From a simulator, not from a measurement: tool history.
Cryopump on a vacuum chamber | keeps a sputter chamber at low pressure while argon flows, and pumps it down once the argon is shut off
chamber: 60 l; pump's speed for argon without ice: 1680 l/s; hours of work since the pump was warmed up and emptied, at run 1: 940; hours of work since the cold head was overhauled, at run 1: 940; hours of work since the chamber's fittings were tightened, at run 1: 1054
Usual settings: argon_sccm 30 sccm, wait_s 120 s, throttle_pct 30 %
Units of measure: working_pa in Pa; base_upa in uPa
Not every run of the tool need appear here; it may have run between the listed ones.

run    hour  argon_sccm  wait_s  throttle_pct  hours of work since the pump was warmed up and emptied  hours of work since the cold head was overhauled  hours of work since the chamber's fittings were tightened  working_pa  base_upa
  1     0.0          30     120            30                                                     940                                               940                                                       1054      0.1097      0.94
  2    43.1          30     120            30                                                     965                                               965                                                       1078      0.1128      0.99
  3    86.5          30     164            30                                                     989                                               989                                                       1103      0.1115      0.95
  4   112.1          30     164            30                                                    1004                                              1004                                                       1117      0.1109      0.90
  5   144.9          42     120            30                                                    1022                                              1022                                                       1136      0.1561      1.00
  6   183.4          42     120            30                                                    1044                                              1044                                                       1158      0.1579      1.01
  7   221.0          30     120            30                                                    1066                                              1066                                                       1179      0.1130      1.05
  8   251.3          30     120            30                                                    1083                                              1083                                                       1196      0.1120      1.02
  9   280.8          30      98            30                                                    1099                                              1099                                                       1213      0.1144      1.08
 10   311.3          30      98            30                                                    1117                                              1117                                                       1230      0.1136      1.11
 11   348.5          30     120            30                                                    1138                                              1138                                                       1251      0.1131      1.06
 12   376.9          30     120            30                                                    1154                                              1154                                                       1267      0.1138      1.07
 13   405.9          30     120            30                                                    1170                                              1170                                                       1284      0.1155      1.12
      433.9  -- pump warmed up, emptied and cooled again
 14   439.6          30     120            30                                                       3                                              1187                                                       1300      0.1012      0.85
 15   488.3          30     120            15                                                      31                                              1214                                                       1328      0.2012      0.88
 16   520.4          30     120            15                                                      49                                              1232                                                       1346      0.2017      0.87
 17   540.5          30     120            15                                                      60                                              1244                                                       1357      0.2025      0.87
 18   572.0          33      89            17                                                      78                                              1262                                                       1375      0.1979      0.96
 19   596.8          44      35            48                                                      92                                              1276                                                       1389      0.0941      1.52
 20   639.2          44      57            20                                                     116                                              1300                                                       1413      0.2239      1.19
 21   687.6          44     120            48                                                     144                                              1327                                                       1441      0.0943      0.91
 22   713.0          14     215            42                                                     158                                              1342                                                       1455      0.0345      0.82
 23   751.0          14     215            42                                                     180                                              1363                                                       1477      0.0355      0.86
 24   781.9          50      22            21                                                     197                                              1381                                                       1494      0.2449      2.12
 25   808.3          16      46            25                                                     212                                              1396                                                       1509      0.0653      1.40
 26   850.6          16      46            25                                                     236                                              1420                                                       1533      0.0657      1.43
 27   877.1          17     120            17                                                     251                                              1435                                                       1548      0.1024      0.97
 28   911.4          30     120            53                                                     271                                              1454                                                       1568      0.0595      1.00
 29   947.1          22     298            22                                                     291                                              1474                                                       1588      0.1022      0.78
 30   973.0          41      52            30                                                     306                                              1489                                                       1603      0.1423      1.35
 31  1005.6          41      52            30                                                     324                                              1508                                                       1621      0.1419      1.32
 32  1045.5          41      52            30                                                     347                                              1530                                                       1644      0.1418      1.34
 33  1077.8          36      22            60                                                     365                                              1549                                                       1662      0.0647      2.17
 34  1100.8          56     169            60                                                     378                                              1562                                                       1675      0.1021      0.96

Forecast each of these 3 alternatives for the next run:
  A  1131.1          57      83            30                                                     395                                              1579                                                       1692           ?         ?
  B  1131.1          41      33            16                                                     395                                              1579                                                       1692           ?         ?
  C  1131.1          21      29            30                                                     395                                              1579                                                       1692           ?         ?

run  working_pa  base_upa
  A      0.1994      1.17
  B      0.2639      1.76
  C      0.0733      1.93
With no hidden state in the tool, these same runs would have given:
run  working_pa  base_upa
  A      0.1914      0.56
  B      0.2582      1.16
  C      0.0704      1.32

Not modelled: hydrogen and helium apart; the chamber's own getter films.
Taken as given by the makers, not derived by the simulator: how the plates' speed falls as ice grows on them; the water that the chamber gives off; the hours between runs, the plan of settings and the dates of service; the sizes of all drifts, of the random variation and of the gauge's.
